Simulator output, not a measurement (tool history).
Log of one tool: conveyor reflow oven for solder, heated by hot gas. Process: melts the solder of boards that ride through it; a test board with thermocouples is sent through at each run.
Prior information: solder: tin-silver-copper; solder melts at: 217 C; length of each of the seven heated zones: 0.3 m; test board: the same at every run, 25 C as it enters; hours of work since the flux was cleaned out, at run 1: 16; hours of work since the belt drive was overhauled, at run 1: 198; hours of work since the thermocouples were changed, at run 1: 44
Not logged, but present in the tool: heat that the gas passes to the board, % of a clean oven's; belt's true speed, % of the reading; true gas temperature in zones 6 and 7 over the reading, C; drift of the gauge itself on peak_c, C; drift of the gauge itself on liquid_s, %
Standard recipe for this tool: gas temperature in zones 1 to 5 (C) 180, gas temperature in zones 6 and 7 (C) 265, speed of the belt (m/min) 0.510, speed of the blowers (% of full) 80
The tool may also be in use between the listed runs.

run,hour,gas temperature in zones 1 to 5 (C),gas temperature in zones 6 and 7 (C),speed of the belt (m/min),speed of the blowers (% of full),hours of work since the flux was cleaned out,hours of work since the belt drive was overhauled,hours of work since the thermocouples were changed,highest temperature of the board (C),time above the solder's melting point (s)
1,0.0,180,265,0.510,80,16,198,44,253.6,56.0
2,12.3,180,265,0.510,80,23,205,51,254.1,56.8
3,20.7,180,265,0.510,80,28,210,56,253.5,57.0
4,32.4,180,265,0.510,80,35,217,63,254.0,57.5
5,40.8,180,265,0.510,80,39,222,68,253.6,56.9
6,52.0,180,265,0.510,80,46,228,74,253.8,57.1
7,65.2,180,265,0.510,80,53,236,82,253.8,56.8
8,73.7,180,265,0.510,80,58,241,86,253.9,57.2
9,81.3,180,270,0.510,80,63,245,91,258.5,58.7
10,92.7,180,270,0.510,80,69,252,97,258.9,59.0
11,106.5,180,270,0.469,80,77,259,105,260.3,66.2
12,120.3,180,265,0.510,80,85,267,113,254.1,56.4
13,131.0,180,265,0.510,69,91,273,119,252.7,55.7
14,147.3,180,265,0.510,69,101,283,129,252.3,55.5
15,163.6,180,265,0.510,69,110,292,138,252.7,55.9
16,179.0,191,255,0.576,63,119,301,147,242.1,45.0
17,194.7,191,255,0.576,63,128,310,156,242.0,45.7
18,211.5,191,267,0.576,63,137,320,166,251.9,51.0
19,225.6,189,265,0.467,54,146,328,174,253.5,65.1
20,241.1,180,257,0.603,80,154,337,183,242.4,40.2
21,252.4,180,265,0.556,61,161,343,189,248.6,47.4
22,263.5,175,265,0.556,58,167,350,195,247.0,44.2
23,279.1,182,262,0.556,68,176,359,204,248.0,49.2
24,289.7,179,265,0.510,51,182,365,210,248.9,52.6
25,300.0,167,265,0.435,81,188,371,216,256.1,64.5
26,311.8,167,271,0.435,61,195,377,223,259.0,65.2
# hour 333.2: flux residue cleaned out of gas plates and filters
27,333.4,180,256,0.609,81,0,387,233,241.0,38.6
28,348.8,179,265,0.610,80,9,396,242,248.2,43.4
29,359.8,182,265,0.525,85,15,402,248,254.2,55.7
30,373.2,182,265,0.466,89,23,410,256,257.1,66.0

Across each entry between runs, compare the hidden state at the last listed run before it with the hidden state at the first listed run after it:
Run 26 -> run 27: flux residue cleaned out of gas plates and filters (hour 333.2)
  heat that the gas passes to the board, % of a clean oven's: 99.3 -> 99.9

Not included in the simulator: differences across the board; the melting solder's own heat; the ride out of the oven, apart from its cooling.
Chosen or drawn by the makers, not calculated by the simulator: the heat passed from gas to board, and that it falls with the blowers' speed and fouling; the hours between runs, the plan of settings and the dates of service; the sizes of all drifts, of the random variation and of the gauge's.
